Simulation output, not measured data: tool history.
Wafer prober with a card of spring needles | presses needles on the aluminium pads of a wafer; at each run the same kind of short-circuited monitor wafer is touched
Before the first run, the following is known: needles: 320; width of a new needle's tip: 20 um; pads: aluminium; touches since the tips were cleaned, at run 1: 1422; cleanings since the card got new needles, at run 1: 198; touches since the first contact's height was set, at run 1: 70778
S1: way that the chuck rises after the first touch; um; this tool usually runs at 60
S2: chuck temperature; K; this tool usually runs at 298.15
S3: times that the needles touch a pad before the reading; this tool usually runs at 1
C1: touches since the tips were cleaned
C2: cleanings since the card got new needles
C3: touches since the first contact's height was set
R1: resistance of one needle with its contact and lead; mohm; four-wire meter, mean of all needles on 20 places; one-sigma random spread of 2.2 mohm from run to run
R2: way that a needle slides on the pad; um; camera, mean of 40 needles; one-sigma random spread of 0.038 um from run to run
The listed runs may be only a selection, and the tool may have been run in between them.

run   hour  S1      S2  S3    C1   C2      C3   R1    R2
  1      0  60  298.15   1  1422  198   70778  284   9.3
       4.7  -- tips cleaned on abrasive film
      12.4  -- tips cleaned on abrasive film
      18.6  -- tips cleaned on abrasive film
      26.3  -- tips cleaned on abrasive film
        34  -- tips cleaned on abrasive film
      41.7  -- tips cleaned on abrasive film
      49.4  -- tips cleaned on abrasive film
      57.1  -- tips cleaned on abrasive film
      64.8  -- tips cleaned on abrasive film
        71  -- tips cleaned on abrasive film
      77.2  -- tips cleaned on abrasive film
  2   77.2  60  328.15   1     0  209  110194  266  9.16
      83.4  -- tips cleaned on abrasive film
      91.1  -- tips cleaned on abrasive film
      98.8  -- tips cleaned on abrasive film
       105  -- tips cleaned on abrasive film
     112.7  -- tips cleaned on abrasive film
     120.4  -- tips cleaned on abrasive film
     128.2  -- tips cleaned on abrasive film
  3    133  60  328.15   1  2499  216  138710  318  9.06
     134.6  -- tips cleaned on abrasive film
     140.8  -- tips cleaned on abrasive film
     148.5  -- tips cleaned on abrasive film
     156.2  -- tips cleaned on abrasive film
     163.9  -- tips cleaned on abrasive film
     171.6  -- tips cleaned on abrasive film
     177.8  -- tips cleaned on abrasive film
     184.2  -- height of the first contact set anew
     185.8  -- tips cleaned on abrasive film
     193.5  -- tips cleaned on abrasive film
     199.7  -- tips cleaned on abrasive film
     207.4  -- tips cleaned on abrasive film
     215.1  -- tips cleaned on abrasive film
     222.9  -- tips cleaned on abrasive film
       229  -- tips cleaned on abrasive film
     236.7  -- tips cleaned on abrasive film
  4  237.4  60  298.15   1   356  231   27153  264  9.32
     243.6  -- tips cleaned on abrasive film
     251.3  -- tips cleaned on abrasive film
       259  -- tips cleaned on abrasive film
     265.2  -- tips cleaned on abrasive film
     272.9  -- tips cleaned on abrasive film
     279.1  -- tips cleaned on abrasive film
     286.8  -- tips cleaned on abrasive film
       293  -- tips cleaned on abrasive film
  5  294.4  53  298.15   1   685  239   56212  286  8.17
     300.5  -- tips cleaned on abrasive film
     306.7  -- tips cleaned on abrasive film
     314.4  -- tips cleaned on abrasive film
     322.1  -- tips cleaned on abrasive film
     329.9  -- tips cleaned on abrasive film
       336  -- tips cleaned on abrasive film
     343.8  -- tips cleaned on abrasive film
     351.5  -- tips cleaned on abrasive film
     359.2  -- tips cleaned on abrasive film
  6  364.2  60  298.15   1  2626  248   91940  316  9.24
     365.9  -- tips cleaned on abrasive film
     373.6  -- tips cleaned on abrasive film
     381.3  -- tips cleaned on abrasive film
       389  -- tips cleaned on abrasive film
     396.7  -- tips cleaned on abrasive film
     404.4  -- tips cleaned on abrasive film
     412.1  -- tips cleaned on abrasive film
     418.3  -- tips cleaned on abrasive film
  7    421  60  298.15   1  1390  256  120914  284  9.15
     425.7  -- tips cleaned on abrasive film
     433.4  -- tips cleaned on abrasive film
     439.6  -- tips cleaned on abrasive film
     445.8  -- tips cleaned on abrasive film
     453.5  -- tips cleaned on abrasive film
     459.6  -- tips cleaned on abrasive film
     465.8  -- tips cleaned on abrasive film
     473.5  -- tips cleaned on abrasive film
     481.3  -- tips cleaned on abrasive film
     487.4  -- tips cleaned on abrasive film
     493.6  -- tips cleaned on abrasive film
     499.8  -- tips cleaned on abrasive film
  8  503.7  60  298.15   1  2028  268  163138  297  9.12
     506.9  -- tips cleaned on abrasive film
     507.2  -- height of the first contact set anew
     514.9  -- tips cleaned on abrasive film
     522.6  -- tips cleaned on abrasive film
     528.8  -- tips cleaned on abrasive film
     536.5  -- tips cleaned on abrasive film
     544.2  -- tips cleaned on abrasive film
     550.4  -- tips cleaned on abrasive film
     558.1  -- tips cleaned on abrasive film
     565.8  -- tips cleaned on abrasive film
     573.5  -- tips cleaned on abrasive film
     581.2  -- tips cleaned on abrasive film
  9  582.7  60  298.15   1   782  279   38612  277  9.37
     588.9  -- tips cleaned on abrasive film
     595.1  -- tips cleaned on abrasive film
     602.8  -- tips cleaned on abrasive film
     610.5  -- tips cleaned on abrasive film
     618.2  -- tips cleaned on abrasive film
     624.4  -- tips cleaned on abrasive film
     632.1  -- tips cleaned on abrasive film
     638.3  -- tips cleaned on abrasive film
       646  -- tips cleaned on abrasive film
     653.3  -- tips cleaned on abrasive film
 10  653.3  57  298.15   2     0  289   74629  258  8.79
     659.5  -- tips cleaned on abrasive film
     667.2  -- tips cleaned on abrasive film
     673.4  -- tips cleaned on abrasive film
     679.6  -- tips cleaned on abrasive film
     687.3  -- tips cleaned on abrasive film
       695  -- tips cleaned on abrasive film
     702.7  -- tips cleaned on abrasive film
 11  704.8  60  319.15   3  1067  296  100917  273   9.2
     709.4  -- tips cleaned on abrasive film
     715.6  -- tips cleaned on abrasive film
     723.3  -- tips cleaned on abrasive film
     729.5  -- tips cleaned on abrasive film
     737.2  -- tips cleaned on abrasive film
     744.9  -- tips cleaned on abrasive film
     751.1  -- tips cleaned on abrasive film
     758.8  -- tips cleaned on abrasive film
       765  -- tips cleaned on abrasive film
     771.2  -- tips cleaned on abrasive film
 12  772.1  60  319.15   3   487  306  135292  264   9.1

Measured minus without-hidden-state, run by run (identical run-to-run variation in each term; gauge scatter may differ):
Hidden state present: debris on the tips, nm; way that the needles fall short of the set height, um; tips' diameter, um; drift of the gauge itself on contact_mohm, %; drift of the gauge itself on scrub_um, %.
run   R1     R2
  1  +36  -0.17
  2   +9  -0.27
  3  +56  -0.33
  4  +15  -0.06
  5  +32  -0.13
  6  +63  -0.22
  7  +36  -0.29
  8  +49  -0.38
  9  +28  -0.08
 10   +8  -0.17
 11  +17  -0.24
 12   +9  -0.33
